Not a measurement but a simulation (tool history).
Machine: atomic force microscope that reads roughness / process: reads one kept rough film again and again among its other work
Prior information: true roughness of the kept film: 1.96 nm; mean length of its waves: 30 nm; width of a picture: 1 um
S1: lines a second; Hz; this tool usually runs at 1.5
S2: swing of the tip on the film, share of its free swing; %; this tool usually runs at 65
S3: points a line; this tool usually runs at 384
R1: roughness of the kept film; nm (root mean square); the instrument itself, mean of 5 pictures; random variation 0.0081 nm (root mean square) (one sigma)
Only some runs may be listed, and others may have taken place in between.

Run 1, hour 0: usual settings. Result: R1 1.68 nm (root mean square).
At hour 23: new tip fitted.
Run 2, hour 25.7: usual settings. Result: R1 1.743 nm (root mean square).
Run 3, hour 51.3: usual settings. Result: R1 1.632 nm (root mean square).
At hour 63.7: new tip fitted.
Run 4, hour 72.3: usual settings. Result: R1 1.725 nm (root mean square).
Run 5, hour 97.4: usual settings. Result: R1 1.617 nm (root mean square).
At hour 103.9: new tip fitted.
Run 6, hour 111.3: usual settings. Result: R1 1.729 nm (root mean square).
Run 7, hour 135.2: usual settings but S1 0.97 Hz. Result: R1 1.647 nm (root mean square).
At hour 144.9: new tip fitted.
Run 8, hour 148.9: usual settings but S1 0.97 Hz. Result: R1 1.751 nm (root mean square).
Run 9, hour 168.1: usual settings. Result: R1 1.645 nm (root mean square).
Run 10, hour 183.2: usual settings. Result: R1 1.594 nm (root mean square).
At hour 187.7: new tip fitted.
Run 11, hour 199.6: usual settings but S1 0.79 Hz, S2 73 %. Result: R1 1.728 nm (root mean square).
Run 12, hour 222.1: usual settings but S1 2.61 Hz, S2 63 %. Result: R1 1.596 nm (root mean square).
At hour 229.1: new tip fitted.
Run 13, hour 245.1: usual settings but S1 2.61 Hz, S2 61 %, S3 379. Result: R1 1.676 nm (root mean square).
Run 14, hour 262.9: usual settings but S1 1.4 Hz, S2 66 %, S3 284. Result: R1 1.61 nm (root mean square).
At hour 270.4: new tip fitted.
Run 15, hour 279.9: usual settings but S1 2.43 Hz, S2 56 %, S3 706. Result: R1 1.738 nm (root mean square).
Run 16, hour 304.3: usual settings but S1 2.43 Hz, S3 706. Result: R1 1.602 nm (root mean square).
At hour 311.3: new tip fitted.
Run 17, hour 320.1: usual settings but S1 2.43 Hz, S2 89 %, S3 848. Result: R1 1.601 nm (root mean square).

Each row is a separate what-if for the run after 17, all from the same tool condition, not one after another. Results?
Run A, hour 336.5: usual settings but S1 0.96 Hz, S2 89 %, S3 848. Result: R1 ?.
Run B, hour 336.5: usual settings but S2 82 %. Result: R1 ?.
Run C, hour 336.5: usual settings but S1 2.43 Hz, S2 89 %, S3 494. Result: R1 ?.
Run D, hour 336.5: usual settings but S1 0.86 Hz, S2 83 %, S3 385. Result: R1 ?.
Run E, hour 336.5: usual settings but S1 2.43 Hz, S2 67 %, S3 848. Result: R1 ?.

run     R1
  A   1.62
  B    1.6
  C  1.517
  D  1.642
  E   1.64
Had the tool no hidden state, the same runs would have come out as:
run     R1
  A  1.728
  B  1.706
  C  1.618
  D  1.751
  E   1.75
